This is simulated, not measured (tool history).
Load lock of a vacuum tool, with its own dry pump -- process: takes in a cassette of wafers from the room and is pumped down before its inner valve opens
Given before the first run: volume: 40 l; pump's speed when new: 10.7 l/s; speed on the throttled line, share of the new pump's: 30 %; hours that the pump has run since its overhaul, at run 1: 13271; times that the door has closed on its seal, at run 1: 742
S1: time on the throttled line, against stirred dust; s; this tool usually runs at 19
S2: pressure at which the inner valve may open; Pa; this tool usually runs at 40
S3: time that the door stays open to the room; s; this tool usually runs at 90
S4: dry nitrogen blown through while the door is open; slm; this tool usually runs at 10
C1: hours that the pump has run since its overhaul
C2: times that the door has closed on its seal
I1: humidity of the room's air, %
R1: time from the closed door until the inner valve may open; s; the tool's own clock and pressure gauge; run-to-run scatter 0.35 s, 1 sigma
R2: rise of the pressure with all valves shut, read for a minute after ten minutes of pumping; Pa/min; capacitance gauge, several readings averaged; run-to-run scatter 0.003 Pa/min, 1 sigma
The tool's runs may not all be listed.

{"run": 1, "day": 0.0, "S1": 19, "S2": 40, "S3": 90, "S4": 10, "C1": 13271, "C2": 742, "I1": 46.0, "R1": 45.6, "R2": 0.032}
{"run": 2, "day": 4.492, "S1": 19, "S2": 40, "S3": 90, "S4": 10, "C1": 13379, "C2": 877, "I1": 45.4, "R1": 45.4, "R2": 0.032}
{"run": 3, "day": 10.996, "S1": 19, "S2": 40, "S3": 90, "S4": 10, "C1": 13535, "C2": 1072, "I1": 42.1, "R1": 45.4, "R2": 0.022}
{"run": 4, "day": 20.354, "S1": 19, "S2": 40, "S3": 90, "S4": 10, "C1": 13760, "C2": 1352, "I1": 47.4, "R1": 45.2, "R2": 0.028}
{"run": 5, "day": 26.954, "S1": 19, "S2": 40, "S3": 90, "S4": 10, "C1": 13918, "C2": 1550, "I1": 45.0, "R1": 45.3, "R2": 0.028}
{"run": 6, "day": 35.808, "S1": 24, "S2": 40, "S3": 90, "S4": 10, "C1": 14131, "C2": 1815, "I1": 42.9, "R1": 48.9, "R2": 0.02}
{"run": 7, "day": 43.542, "S1": 24, "S2": 40, "S3": 90, "S4": 10, "C1": 14316, "C2": 2047, "I1": 45.5, "R1": 49.4, "R2": 0.028}
{"run": 8, "day": 47.988, "S1": 19, "S2": 40, "S3": 90, "S4": 10, "C1": 14423, "C2": 2180, "I1": 43.8, "R1": 46.2, "R2": 0.025}
{"run": 9, "day": 55.933, "S1": 19, "S2": 40, "S3": 90, "S4": 20, "C1": 14614, "C2": 2418, "I1": 45.6, "R1": 46.0, "R2": 0.023}
{"run": 10, "day": 64.308, "S1": 19, "S2": 40, "S3": 90, "S4": 20, "C1": 14815, "C2": 2669, "I1": 40.7, "R1": 45.2, "R2": 0.021}
{"run": 11, "day": 71.383, "S1": 19, "S2": 40, "S3": 90, "S4": 10, "C1": 14985, "C2": 2881, "I1": 44.5, "R1": 45.6, "R2": 0.03}
{"run": 12, "day": 80.425, "S1": 19, "S2": 77, "S3": 90, "S4": 10, "C1": 15202, "C2": 3151, "I1": 42.3, "R1": 43.2, "R2": 0.025}
{"run": 13, "day": 88.571, "S1": 11, "S2": 77, "S3": 90, "S4": 10, "C1": 15397, "C2": 3395, "I1": 43.0, "R1": 37.7, "R2": 0.026}
{"run": 14, "day": 98.325, "S1": 11, "S2": 77, "S3": 90, "S4": 10, "C1": 15631, "C2": 3688, "I1": 45.7, "R1": 37.7, "R2": 0.037}
{"run": 15, "day": 105.058, "S1": 11, "S2": 77, "S3": 90, "S4": 10, "C1": 15793, "C2": 3889, "I1": 45.4, "R1": 37.7, "R2": 0.026}
{"run": 16, "day": 113.771, "S1": 11, "S2": 77, "S3": 90, "S4": 10, "C1": 16002, "C2": 4150, "I1": 50.3, "R1": 38.3, "R2": 0.032}
{"run": 17, "day": 120.204, "S1": 19, "S2": 46, "S3": 90, "S4": 10, "C1": 16156, "C2": 4343, "I1": 44.6, "R1": 45.6, "R2": 0.026}
{"run": 18, "day": 127.583, "S1": 19, "S2": 46, "S3": 90, "S4": 10, "C1": 16333, "C2": 4564, "I1": 46.0, "R1": 45.7, "R2": 0.03}
{"run": 19, "day": 132.596, "S1": 19, "S2": 40, "S3": 90, "S4": 10, "C1": 16454, "C2": 4714, "I1": 47.1, "R1": 46.1, "R2": 0.033}
{"run": 20, "day": 138.942, "S1": 22, "S2": 76, "S3": 172, "S4": 7, "C1": 16606, "C2": 4904, "I1": 47.7, "R1": 45.2, "R2": 0.059}
{"run": 21, "day": 145.788, "S1": 28, "S2": 39, "S3": 90, "S4": 20, "C1": 16770, "C2": 5109, "I1": 42.8, "R1": 51.6, "R2": 0.021}
{"run": 22, "day": 151.683, "S1": 28, "S2": 39, "S3": 90, "S4": 20, "C1": 16912, "C2": 5286, "I1": 47.7, "R1": 52.3, "R2": 0.023}
{"run": 23, "day": 162.521, "S1": 19, "S2": 40, "S3": 90, "S4": 33, "C1": 17172, "C2": 5610, "I1": 47.2, "R1": 47.0, "R2": 0.019}
{"run": 24, "day": 173.142, "S1": 19, "S2": 40, "S3": 90, "S4": 43, "C1": 17427, "C2": 5929, "I1": 43.8, "R1": 46.6, "R2": 0.013}
{"run": 25, "day": 178.021, "S1": 29, "S2": 61, "S3": 155, "S4": 7, "C1": 17544, "C2": 6075, "I1": 46.2, "R1": 51.1, "R2": 0.057}
{"run": 26, "day": 182.917, "S1": 29, "S2": 61, "S3": 155, "S4": 7, "C1": 17661, "C2": 6221, "I1": 45.9, "R1": 51.1, "R2": 0.055}
{"run": 27, "day": 190.246, "S1": 29, "S2": 61, "S3": 155, "S4": 7, "C1": 17837, "C2": 6441, "I1": 47.1, "R1": 50.7, "R2": 0.055}
{"day": 198.012, "done": "dry pump taken out, an overhauled one fitted"}
{"run": 28, "day": 198.538, "S1": 29, "S2": 29, "S3": 52, "S4": 7, "C1": 13, "C2": 6682, "I1": 46.3, "R1": 50.5, "R2": 0.034}
{"run": 29, "day": 207.546, "S1": 19, "S2": 59, "S3": 207, "S4": 30, "C1": 229, "C2": 6952, "I1": 48.0, "R1": 41.2, "R2": 0.031}
{"run": 30, "day": 218.321, "S1": 19, "S2": 40, "S3": 94, "S4": 13, "C1": 487, "C2": 7274, "I1": 45.8, "R1": 43.0, "R2": 0.034}
{"run": 31, "day": 223.0, "S1": 19, "S2": 40, "S3": 217, "S4": 23, "C1": 600, "C2": 7414, "I1": 45.2, "R1": 42.0, "R2": 0.038}
{"run": 32, "day": 233.879, "S1": 19, "S2": 40, "S3": 217, "S4": 23, "C1": 861, "C2": 7740, "I1": 45.0, "R1": 43.2, "R2": 0.036}
{"run": 33, "day": 241.917, "S1": 16, "S2": 40, "S3": 90, "S4": 12, "C1": 1054, "C2": 7981, "I1": 47.5, "R1": 40.8, "R2": 0.034}
{"run": 34, "day": 247.504, "S1": 19, "S2": 44, "S3": 90, "S4": 30, "C1": 1188, "C2": 8148, "I1": 42.3, "R1": 42.2, "R2": 0.027}
{"run": 35, "day": 252.342, "S1": 19, "S2": 44, "S3": 90, "S4": 4, "C1": 1304, "C2": 8293, "I1": 46.3, "R1": 41.7, "R2": 0.053}
{"run": 36, "day": 262.846, "S1": 29, "S2": 42, "S3": 28, "S4": 19, "C1": 1556, "C2": 8608, "I1": 43.1, "R1": 50.5, "R2": 0.011}
{"run": 37, "day": 273.121, "S1": 31, "S2": 40, "S3": 90, "S4": 25, "C1": 1803, "C2": 8916, "I1": 44.9, "R1": 51.5, "R2": 0.019}

Measured result minus the same run's result without the hidden state. Both carry the same run-to-run variation, though not necessarily the same gauge scatter:
The hidden state here: pump's speed, % of a new pump's; leak at the door's seal, Pa l/s; drift of the gauge itself on ready_s, %; drift of the gauge itself on rise_pa_min, %.
run=1 R1=+2.6 R2=+0.001
run=2 R1=+2.6 R2=+0.001
run=3 R1=+2.7 R2=+0.001
run=4 R1=+2.7 R2=+0.001
run=5 R1=+2.8 R2=+0.002
run=6 R1=+2.6 R2=+0.002
run=7 R1=+2.7 R2=+0.003
run=8 R1=+2.9 R2=+0.002
run=9 R1=+2.9 R2=+0.003
run=10 R1=+2.9 R2=+0.003
run=11 R1=+3.0 R2=+0.003
run=12 R1=+2.7 R2=+0.003
run=13 R1=+3.0 R2=+0.004
run=14 R1=+3.1 R2=+0.004
run=15 R1=+3.1 R2=+0.004
run=16 R1=+3.2 R2=+0.005
run=17 R1=+3.2 R2=+0.005
run=18 R1=+3.2 R2=+0.006
run=19 R1=+3.4 R2=+0.006
run=20 R1=+2.9 R2=+0.006
run=21 R1=+3.0 R2=+0.006
run=22 R1=+3.0 R2=+0.007
run=23 R1=+3.5 R2=+0.007
run=24 R1=+3.5 R2=+0.008
run=25 R1=+2.9 R2=+0.007
run=26 R1=+2.9 R2=+0.007
run=27 R1=+2.9 R2=+0.008
run=28 R1=+0.0 R2=+0.009
run=29 R1=+0.0 R2=+0.008
run=30 R1=+0.1 R2=+0.008
run=31 R1=+0.0 R2=+0.009
run=32 R1=+0.1 R2=+0.010
run=33 R1=+0.1 R2=+0.010
run=34 R1=+0.2 R2=+0.011
run=35 R1=+0.1 R2=+0.011
run=36 R1=+0.2 R2=+0.011
run=37 R1=+0.2 R2=+0.012
